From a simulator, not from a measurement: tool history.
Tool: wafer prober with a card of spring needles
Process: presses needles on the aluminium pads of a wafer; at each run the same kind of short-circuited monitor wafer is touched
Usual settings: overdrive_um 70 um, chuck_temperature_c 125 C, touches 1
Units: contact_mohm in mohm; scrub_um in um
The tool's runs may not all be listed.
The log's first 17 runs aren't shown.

At hour 218.7: tips cleaned on abrasive film.
At hour 225.1: tips cleaned on abrasive film.
Run 18, hour 231.1: usual settings but overdrive_um 76 um, chuck_temperature_c 47 C. Result: contact_mohm 263 mohm, scrub_um 11.77 um.
At hour 232.2: tips cleaned on abrasive film.
At hour 238.4: tips cleaned on abrasive film.
At hour 245.0: tips cleaned on abrasive film.
Run 19, hour 247.9: usual settings but overdrive_um 63 um, chuck_temperature_c 42 C. Result: contact_mohm 264 mohm, scrub_um 9.75 um.
At hour 252.1: tips cleaned on abrasive film.
Run 20, hour 257.1: usual settings but overdrive_um 57 um, chuck_temperature_c 60 C. Result: contact_mohm 275 mohm, scrub_um 8.73 um.
At hour 258.6: tips cleaned on abrasive film.
At hour 265.9: tips cleaned on abrasive film.
Run 21, hour 270.0: usual settings but overdrive_um 57 um, chuck_temperature_c 60 C. Result: contact_mohm 273 mohm, scrub_um 8.92 um.
At hour 273.0: tips cleaned on abrasive film.
At hour 279.5: tips cleaned on abrasive film.
Run 22, hour 280.1: usual settings but overdrive_um 90 um, chuck_temperature_c 32 C. Result: contact_mohm 262 mohm, scrub_um 13.99 um.
At hour 286.2: tips cleaned on abrasive film.
Run 23, hour 292.1: usual settings but overdrive_um 90 um, chuck_temperature_c 32 C. Result: contact_mohm 257 mohm, scrub_um 13.82 um.
At hour 293.4: tips cleaned on abrasive film.
At hour 299.8: tips cleaned on abrasive film.
Run 24, hour 302.3: usual settings but chuck_temperature_c 46 C. Result: contact_mohm 266 mohm, scrub_um 10.83 um.
At hour 306.1: tips cleaned on abrasive film.
At hour 313.4: tips cleaned on abrasive film.
At hour 320.0: tips cleaned on abrasive film.
Run 25, hour 320.3: usual settings but overdrive_um 85 um, chuck_temperature_c 122 C, touches 2. Result: contact_mohm 282 mohm, scrub_um 13.18 um.
At hour 326.7: tips cleaned on abrasive film.
At hour 333.4: tips cleaned on abrasive film.
Run 26, hour 338.5: usual settings but overdrive_um 62 um, chuck_temperature_c 103 C, touches 3. Result: contact_mohm 285 mohm, scrub_um 9.63 um.
At hour 339.9: tips cleaned on abrasive film.
At hour 346.8: tips cleaned on abrasive film.
Run 27, hour 351.5: usual settings but overdrive_um 62 um, chuck_temperature_c 103 C, touches 3. Result: contact_mohm 281 mohm, scrub_um 9.55 um.
At hour 353.0: tips cleaned on abrasive film.
At hour 360.4: tips cleaned on abrasive film.
Run 28, hour 363.0: usual settings but overdrive_um 83 um, chuck_temperature_c 99 C, touches 2. Result: contact_mohm 275 mohm, scrub_um 12.83 um.
At hour 367.0: tips cleaned on abrasive film.
At hour 373.5: tips cleaned on abrasive film.
Run 29, hour 373.5: usual settings but overdrive_um 66 um, chuck_temperature_c 103 C. Result: contact_mohm 285 mohm, scrub_um 10.17 um.
At hour 380.6: tips cleaned on abrasive film.
At hour 388.2: tips cleaned on abrasive film.
Run 30, hour 389.4: usual settings but overdrive_um 66 um, chuck_temperature_c 103 C. Result: contact_mohm 281 mohm, scrub_um 10.14 um.

Forecast each of these 4 alternatives for the next run:
At hour 394.9: tips cleaned on abrasive film.
At hour 401.3: tips cleaned on abrasive film.
At hour 403.7: height of the first contact set anew.
Run A, hour 403.7: usual settings but overdrive_um 66 um, chuck_temperature_c 95 C. Result: contact_mohm ?, scrub_um ?.
At hour 394.9: tips cleaned on abrasive film.
At hour 401.3: tips cleaned on abrasive film.
At hour 403.7: height of the first contact set anew.
Run B, hour 403.7: usual settings but overdrive_um 55 um, chuck_temperature_c 103 C. Result: contact_mohm ?, scrub_um ?.
At hour 394.9: tips cleaned on abrasive film.
At hour 401.3: tips cleaned on abrasive film.
At hour 403.7: height of the first contact set anew.
Run C, hour 403.7: usual settings but overdrive_um 56 um, chuck_temperature_c 103 C, touches 3. Result: contact_mohm ?, scrub_um ?.
At hour 394.9: tips cleaned on abrasive film.
At hour 401.3: tips cleaned on abrasive film.
At hour 403.7: height of the first contact set anew.
Run D, hour 403.7: usual settings but chuck_temperature_c 54 C. Result: contact_mohm ?, scrub_um ?.

run  contact_mohm  scrub_um
  A           282     10.09
  B           287      8.45
  C           290      8.69
  D           273     10.73
Without the tool's hidden state the same runs would have given:
run  contact_mohm  scrub_um
  A           282     10.09
  B           286      8.45
  C           290      8.69
  D           273     10.73
